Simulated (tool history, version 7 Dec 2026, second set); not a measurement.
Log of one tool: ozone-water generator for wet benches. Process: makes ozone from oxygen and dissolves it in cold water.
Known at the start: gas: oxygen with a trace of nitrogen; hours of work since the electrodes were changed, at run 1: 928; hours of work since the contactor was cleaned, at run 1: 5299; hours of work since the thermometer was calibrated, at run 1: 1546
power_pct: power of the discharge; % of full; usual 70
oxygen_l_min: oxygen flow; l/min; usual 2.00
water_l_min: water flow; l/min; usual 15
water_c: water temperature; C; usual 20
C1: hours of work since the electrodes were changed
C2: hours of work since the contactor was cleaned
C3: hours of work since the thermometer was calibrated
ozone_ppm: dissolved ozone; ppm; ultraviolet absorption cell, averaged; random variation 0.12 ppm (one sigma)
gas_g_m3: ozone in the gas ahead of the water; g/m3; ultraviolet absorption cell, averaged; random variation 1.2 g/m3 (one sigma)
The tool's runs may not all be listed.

Run 1, day 0.000: usual settings; C1 928; C2 5299; C3 1546. Result: ozone_ppm 12.0 ppm, gas_g_m3 213.5 g/m3.
Run 2, day 0.704: usual settings but water_l_min 12 l/min; C1 941; C2 5312; C3 1559. Result: ozone_ppm 14.7 ppm, gas_g_m3 213.8 g/m3.
Run 3, day 1.625: usual settings; C1 957; C2 5329; C3 1575. Result: ozone_ppm 11.7 ppm, gas_g_m3 213.3 g/m3.
Run 4, day 2.871: usual settings but power_pct 46 % of full; C1 980; C2 5351; C3 1598. Result: ozone_ppm 9.4 ppm, gas_g_m3 170.5 g/m3.
Run 5, day 3.579: usual settings; C1 993; C2 5364; C3 1611. Result: ozone_ppm 12.0 ppm, gas_g_m3 214.0 g/m3.
Run 6, day 4.558: usual settings but water_c 15 C; C1 1011; C2 5382; C3 1629. Result: ozone_ppm 12.1 ppm, gas_g_m3 212.9 g/m3.
Run 7, day 5.142: usual settings but power_pct 73 % of full, water_l_min 12 l/min, water_c 28 C; C1 1021; C2 5392; C3 1639. Result: ozone_ppm 13.6 ppm, gas_g_m3 219.4 g/m3.
Run 8, day 5.838: usual settings but power_pct 73 % of full, oxygen_l_min 1.19 l/min, water_l_min 14 l/min, water_c 14 C; C1 1034; C2 5405; C3 1652. Result: ozone_ppm 11.3 ppm, gas_g_m3 268.6 g/m3.

Run 9 comes next. What will it give?
Run 9, day 6.529: usual settings but power_pct 48 % of full, oxygen_l_min 2.33 l/min, water_l_min 14 l/min, water_c 14 C; C1 1047; C2 5418; C3 1664. Result: ozone_ppm ?, gas_g_m3 ?.

{"run 9": {"ozone_ppm": 11.3, "gas_g_m3": 165.0}}
Without the tool's hidden state the same run would have given ozone_ppm 11.4 ppm, gas_g_m3 165.8 g/m3.
